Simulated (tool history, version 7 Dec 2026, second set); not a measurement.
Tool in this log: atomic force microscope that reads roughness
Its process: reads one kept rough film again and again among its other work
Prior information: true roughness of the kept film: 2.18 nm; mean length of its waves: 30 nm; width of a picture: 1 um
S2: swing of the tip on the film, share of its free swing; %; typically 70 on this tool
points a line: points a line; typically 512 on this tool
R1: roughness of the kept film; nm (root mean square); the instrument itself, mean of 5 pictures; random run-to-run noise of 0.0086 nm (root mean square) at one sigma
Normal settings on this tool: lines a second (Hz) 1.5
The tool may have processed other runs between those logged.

{"run": 1, "hour": 0.0, "lines a second (Hz)": 1.5, "S2": 70, "points a line": 512, "R1": 1.907}
{"run": 2, "hour": 75.6, "lines a second (Hz)": 1.5, "S2": 70, "points a line": 512, "R1": 1.727}
{"run": 3, "hour": 133.7, "lines a second (Hz)": 1.5, "S2": 84, "points a line": 512, "R1": 1.538}
{"hour": 172.5, "done": "new tip fitted"}
{"run": 4, "hour": 203.7, "lines a second (Hz)": 1.5, "S2": 84, "points a line": 512, "R1": 1.762}
{"run": 5, "hour": 270.1, "lines a second (Hz)": 1.5, "S2": 84, "points a line": 512, "R1": 1.613}
{"run": 6, "hour": 340.6, "lines a second (Hz)": 1.5, "S2": 84, "points a line": 512, "R1": 1.496}
{"hour": 348.6, "done": "new tip fitted"}
{"run": 7, "hour": 396.0, "lines a second (Hz)": 1.5, "S2": 70, "points a line": 305, "R1": 1.763}
{"run": 8, "hour": 453.0, "lines a second (Hz)": 1.5, "S2": 70, "points a line": 305, "R1": 1.651}
{"run": 9, "hour": 509.9, "lines a second (Hz)": 1.5, "S2": 70, "points a line": 512, "R1": 1.546}
{"hour": 522.9, "done": "new tip fitted"}
{"run": 10, "hour": 587.4, "lines a second (Hz)": 1.5, "S2": 70, "points a line": 512, "R1": 1.764}
{"run": 11, "hour": 666.9, "lines a second (Hz)": 1.5, "S2": 70, "points a line": 512, "R1": 1.602}
{"hour": 700.5, "done": "new tip fitted"}
{"run": 12, "hour": 725.3, "lines a second (Hz)": 0.74, "S2": 70, "points a line": 512, "R1": 1.867}
{"hour": 733.2, "done": "height scale calibrated on a step standard"}
{"run": 13, "hour": 808.7, "lines a second (Hz)": 0.5, "S2": 70, "points a line": 512, "R1": 1.698}
{"run": 14, "hour": 869.4, "lines a second (Hz)": 0.5, "S2": 70, "points a line": 512, "R1": 1.578}
{"hour": 875.9, "done": "new tip fitted"}
{"hour": 888.1, "done": "height scale calibrated on a step standard, once more"}
{"run": 15, "hour": 945.7, "lines a second (Hz)": 0.5, "S2": 70, "points a line": 752, "R1": 1.793}
{"run": 16, "hour": 1010.0, "lines a second (Hz)": 0.5, "S2": 70, "points a line": 752, "R1": 1.653}
{"hour": 1051.0, "done": "new tip fitted"}
{"run": 17, "hour": 1064.4, "lines a second (Hz)": 1.5, "S2": 64, "points a line": 510, "R1": 1.885}
{"run": 18, "hour": 1126.9, "lines a second (Hz)": 1.5, "S2": 64, "points a line": 510, "R1": 1.711}
{"run": 19, "hour": 1178.6, "lines a second (Hz)": 2.86, "S2": 73, "points a line": 337, "R1": 1.524}
{"hour": 1227.6, "done": "new tip fitted"}
{"run": 20, "hour": 1231.7, "lines a second (Hz)": 2.86, "S2": 59, "points a line": 337, "R1": 1.921}
{"run": 21, "hour": 1291.5, "lines a second (Hz)": 3.14, "S2": 83, "points a line": 519, "R1": 1.596}
{"run": 22, "hour": 1361.8, "lines a second (Hz)": 3.14, "S2": 61, "points a line": 271, "R1": 1.577}
{"hour": 1402.6, "done": "new tip fitted"}
{"run": 23, "hour": 1405.5, "lines a second (Hz)": 1.18, "S2": 68, "points a line": 938, "R1": 1.925}
{"run": 24, "hour": 1479.0, "lines a second (Hz)": 1.18, "S2": 68, "points a line": 938, "R1": 1.739}
{"run": 25, "hour": 1519.7, "lines a second (Hz)": 0.88, "S2": 75, "points a line": 938, "R1": 1.66}
{"hour": 1577.9, "done": "new tip fitted"}
{"run": 26, "hour": 1585.6, "lines a second (Hz)": 2.67, "S2": 64, "points a line": 599, "R1": 1.888}
{"run": 27, "hour": 1627.8, "lines a second (Hz)": 2.67, "S2": 64, "points a line": 599, "R1": 1.773}
{"run": 28, "hour": 1680.0, "lines a second (Hz)": 2.67, "S2": 64, "points a line": 599, "R1": 1.67}
{"run": 29, "hour": 1749.2, "lines a second (Hz)": 1.05, "S2": 84, "points a line": 304, "R1": 1.512}
{"hour": 1753.2, "done": "new tip fitted"}
{"run": 30, "hour": 1814.1, "lines a second (Hz)": 1.5, "S2": 77, "points a line": 621, "R1": 1.754}
{"run": 31, "hour": 1851.3, "lines a second (Hz)": 0.6, "S2": 66, "points a line": 930, "R1": 1.737}
{"run": 32, "hour": 1914.2, "lines a second (Hz)": 0.6, "S2": 66, "points a line": 930, "R1": 1.593}

Had the tool no unlogged condition, and each run kept its random variation, what would the results have been?
Hidden state present: radius of the tip, nm; height scale over the true one, %; drift of the gauge itself on roughness_nm, %.
run=1 R1=1.912
run=2 R1=1.917
run=3 R1=1.836
run=4 R1=1.843
run=5 R1=1.846
run=6 R1=1.858
run=7 R1=1.895
run=8 R1=1.9
run=9 R1=1.905
run=10 R1=1.914
run=11 R1=1.91
run=12 R1=1.931
run=13 R1=1.956
run=14 R1=1.951
run=15 R1=1.966
run=16 R1=1.972
run=17 R1=1.937
run=18 R1=1.927
run=19 R1=1.829
run=20 R1=1.934
run=21 R1=1.733
run=22 R1=1.881
run=23 R1=1.938
run=24 R1=1.944
run=25 R1=1.936
run=26 R1=1.905
run=27 R1=1.886
run=28 R1=1.903
run=29 R1=1.877
run=30 R1=1.894
run=31 R1=1.965
run=32 R1=1.957

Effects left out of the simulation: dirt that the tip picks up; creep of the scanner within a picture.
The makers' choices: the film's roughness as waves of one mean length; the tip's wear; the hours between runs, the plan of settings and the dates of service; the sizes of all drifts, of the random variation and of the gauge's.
